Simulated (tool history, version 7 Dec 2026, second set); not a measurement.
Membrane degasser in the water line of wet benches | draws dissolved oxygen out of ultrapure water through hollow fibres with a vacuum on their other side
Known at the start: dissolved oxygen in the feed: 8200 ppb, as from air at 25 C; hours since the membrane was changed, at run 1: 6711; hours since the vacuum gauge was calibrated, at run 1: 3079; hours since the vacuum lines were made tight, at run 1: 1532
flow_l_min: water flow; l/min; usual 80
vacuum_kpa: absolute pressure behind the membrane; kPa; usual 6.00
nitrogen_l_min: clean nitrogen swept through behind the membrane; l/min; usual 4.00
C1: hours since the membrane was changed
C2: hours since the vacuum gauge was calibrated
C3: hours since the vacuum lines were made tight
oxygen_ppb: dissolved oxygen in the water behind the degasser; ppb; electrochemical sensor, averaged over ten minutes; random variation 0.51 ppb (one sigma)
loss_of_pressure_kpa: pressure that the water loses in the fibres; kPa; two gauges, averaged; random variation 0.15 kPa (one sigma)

run 1 hour=0.0 | flow_l_min=80 vacuum_kpa=6.00 nitrogen_l_min=4.00 | C1=6711 C2=3079 C3=1532 | oxygen_ppb=134.9 loss_of_pressure_kpa=43.60
run 2 hour=228.9 | flow_l_min=80 vacuum_kpa=6.00 nitrogen_l_min=4.00 | C1=6940 C2=3308 C3=1761 | oxygen_ppb=135.3 loss_of_pressure_kpa=43.64
run 3 hour=465.8 | flow_l_min=80 vacuum_kpa=6.00 nitrogen_l_min=4.00 | C1=7176 C2=3545 C3=1998 | oxygen_ppb=134.3 loss_of_pressure_kpa=43.85
run 4 hour=646.0 | flow_l_min=80 vacuum_kpa=6.00 nitrogen_l_min=1.86 | C1=7357 C2=3725 C3=2178 | oxygen_ppb=243.5 loss_of_pressure_kpa=43.63
run 5 hour=827.4 | flow_l_min=80 vacuum_kpa=6.00 nitrogen_l_min=1.86 | C1=7538 C2=3907 C3=2360 | oxygen_ppb=242.4 loss_of_pressure_kpa=43.65
run 6 hour=1162.3 | flow_l_min=80 vacuum_kpa=6.00 nitrogen_l_min=1.86 | C1=7873 C2=4242 C3=2695 | oxygen_ppb=244.8 loss_of_pressure_kpa=43.81
run 7 hour=1348.4 | flow_l_min=80 vacuum_kpa=6.00 nitrogen_l_min=3.80 | C1=8059 C2=4428 C3=2881 | oxygen_ppb=140.4 loss_of_pressure_kpa=43.75
run 8 hour=1678.9 | flow_l_min=80 vacuum_kpa=6.00 nitrogen_l_min=4.00 | C1=8390 C2=4758 C3=3211 | oxygen_ppb=135.1 loss_of_pressure_kpa=43.67
run 9 hour=1926.0 | flow_l_min=102 vacuum_kpa=6.00 nitrogen_l_min=4.00 | C1=8637 C2=5005 C3=3458 | oxygen_ppb=184.6 loss_of_pressure_kpa=55.72
run 10 hour=2131.5 | flow_l_min=102 vacuum_kpa=6.00 nitrogen_l_min=4.00 | C1=8842 C2=5211 C3=3664 | oxygen_ppb=183.8 loss_of_pressure_kpa=55.85
run 11 hour=2451.4 | flow_l_min=102 vacuum_kpa=6.00 nitrogen_l_min=4.00 | C1=9162 C2=5531 C3=3984 | oxygen_ppb=185.5 loss_of_pressure_kpa=55.77
run 12 hour=2698.4 | flow_l_min=102 vacuum_kpa=6.00 nitrogen_l_min=4.00 | C1=9409 C2=5778 C3=4231 | oxygen_ppb=183.3 loss_of_pressure_kpa=55.75
run 13 hour=2953.4 | flow_l_min=102 vacuum_kpa=6.00 nitrogen_l_min=4.00 | C1=9664 C2=6033 C3=4486 | oxygen_ppb=184.6 loss_of_pressure_kpa=55.74
run 14 hour=3222.1 | flow_l_min=102 vacuum_kpa=6.00 nitrogen_l_min=4.00 | C1=9933 C2=6301 C3=4755 | oxygen_ppb=184.1 loss_of_pressure_kpa=55.95
run 15 hour=3518.6 | flow_l_min=102 vacuum_kpa=6.00 nitrogen_l_min=4.00 | C1=10229 C2=6598 C3=5051 | oxygen_ppb=184.6 loss_of_pressure_kpa=55.59
run 16 hour=3673.1 | flow_l_min=102 vacuum_kpa=6.00 nitrogen_l_min=4.00 | C1=10384 C2=6752 C3=5206 | oxygen_ppb=185.3 loss_of_pressure_kpa=55.79
run 17 hour=4016.0 | flow_l_min=102 vacuum_kpa=6.00 nitrogen_l_min=4.00 | C1=10727 C2=7095 C3=5548 | oxygen_ppb=184.3 loss_of_pressure_kpa=55.74
run 18 hour=4290.8 | flow_l_min=57 vacuum_kpa=6.00 nitrogen_l_min=7.08 | C1=11002 C2=7370 C3=5823 | oxygen_ppb=55.3 loss_of_pressure_kpa=30.92
-- hour=4333.9 vacuum gauge calibrated
run 19 hour=4534.0 | flow_l_min=57 vacuum_kpa=4.17 nitrogen_l_min=1.88 | C1=11244 C2=200 C3=6066 | oxygen_ppb=63.3 loss_of_pressure_kpa=31.27
run 20 hour=4863.5 | flow_l_min=84 vacuum_kpa=4.25 nitrogen_l_min=1.88 | C1=11574 C2=530 C3=6395 | oxygen_ppb=105.3 loss_of_pressure_kpa=45.76
-- hour=4892.2 membrane cartridge changed
run 21 hour=5038.5 | flow_l_min=71 vacuum_kpa=3.81 nitrogen_l_min=3.86 | C1=146 C2=701 C3=6566 | oxygen_ppb=31.7 loss_of_pressure_kpa=38.92
run 22 hour=5212.0 | flow_l_min=104 vacuum_kpa=9.77 nitrogen_l_min=4.17 | C1=320 C2=874 C3=6740 | oxygen_ppb=376.8 loss_of_pressure_kpa=56.57
run 23 hour=5428.4 | flow_l_min=104 vacuum_kpa=4.51 nitrogen_l_min=9.44 | C1=536 C2=1091 C3=6956 | oxygen_ppb=70.0 loss_of_pressure_kpa=56.73
run 24 hour=5602.2 | flow_l_min=91 vacuum_kpa=5.09 nitrogen_l_min=11.91 | C1=710 C2=1264 C3=7130 | oxygen_ppb=55.8 loss_of_pressure_kpa=49.61
run 25 hour=5849.1 | flow_l_min=91 vacuum_kpa=5.09 nitrogen_l_min=11.91 | C1=957 C2=1511 C3=7377 | oxygen_ppb=55.2 loss_of_pressure_kpa=49.72
run 26 hour=6090.4 | flow_l_min=105 vacuum_kpa=6.00 nitrogen_l_min=8.15 | C1=1198 C2=1753 C3=7618 | oxygen_ppb=120.8 loss_of_pressure_kpa=57.24
run 27 hour=6365.4 | flow_l_min=105 vacuum_kpa=6.00 nitrogen_l_min=8.15 | C1=1473 C2=2028 C3=7893 | oxygen_ppb=120.6 loss_of_pressure_kpa=57.41
-- hour=6598.1 seals of the vacuum lines changed
run 28 hour=6666.0 | flow_l_min=56 vacuum_kpa=4.46 nitrogen_l_min=2.50 | C1=1772 C2=2326 C3=68 | oxygen_ppb=63.1 loss_of_pressure_kpa=30.64
run 29 hour=6926.4 | flow_l_min=56 vacuum_kpa=4.46 nitrogen_l_min=1.71 | C1=2032 C2=2586 C3=328 | oxygen_ppb=86.9 loss_of_pressure_kpa=30.73
run 30 hour=7092.2 | flow_l_min=80 vacuum_kpa=6.00 nitrogen_l_min=6.55 | C1=2198 C2=2752 C3=494 | oxygen_ppb=90.4 loss_of_pressure_kpa=43.45
run 31 hour=7263.5 | flow_l_min=48 vacuum_kpa=6.77 nitrogen_l_min=4.07 | C1=2369 C2=2924 C3=665 | oxygen_ppb=97.2 loss_of_pressure_kpa=26.20

Forecast each of these 3 alternatives for the next run:
run A hour=7547.2 | flow_l_min=81 vacuum_kpa=11.21 nitrogen_l_min=4.07 | C1=2653 C2=3207 C3=949 | oxygen_ppb=? loss_of_pressure_kpa=?
run B hour=7547.2 | flow_l_min=75 vacuum_kpa=4.57 nitrogen_l_min=6.69 | C1=2653 C2=3207 C3=949 | oxygen_ppb=? loss_of_pressure_kpa=?
run C hour=7547.2 | flow_l_min=101 vacuum_kpa=6.00 nitrogen_l_min=1.83 | C1=2653 C2=3207 C3=949 | oxygen_ppb=? loss_of_pressure_kpa=?

run=A oxygen_ppb=352.3 loss_of_pressure_kpa=44.03
run=B oxygen_ppb=44.3 loss_of_pressure_kpa=40.81
run=C oxygen_ppb=310.3 loss_of_pressure_kpa=55.03
Without the tool's hidden state the same runs would have given:
run=A oxygen_ppb=352.3 loss_of_pressure_kpa=44.02
run=B oxygen_ppb=44.3 loss_of_pressure_kpa=40.81
run=C oxygen_ppb=310.3 loss_of_pressure_kpa=55.02
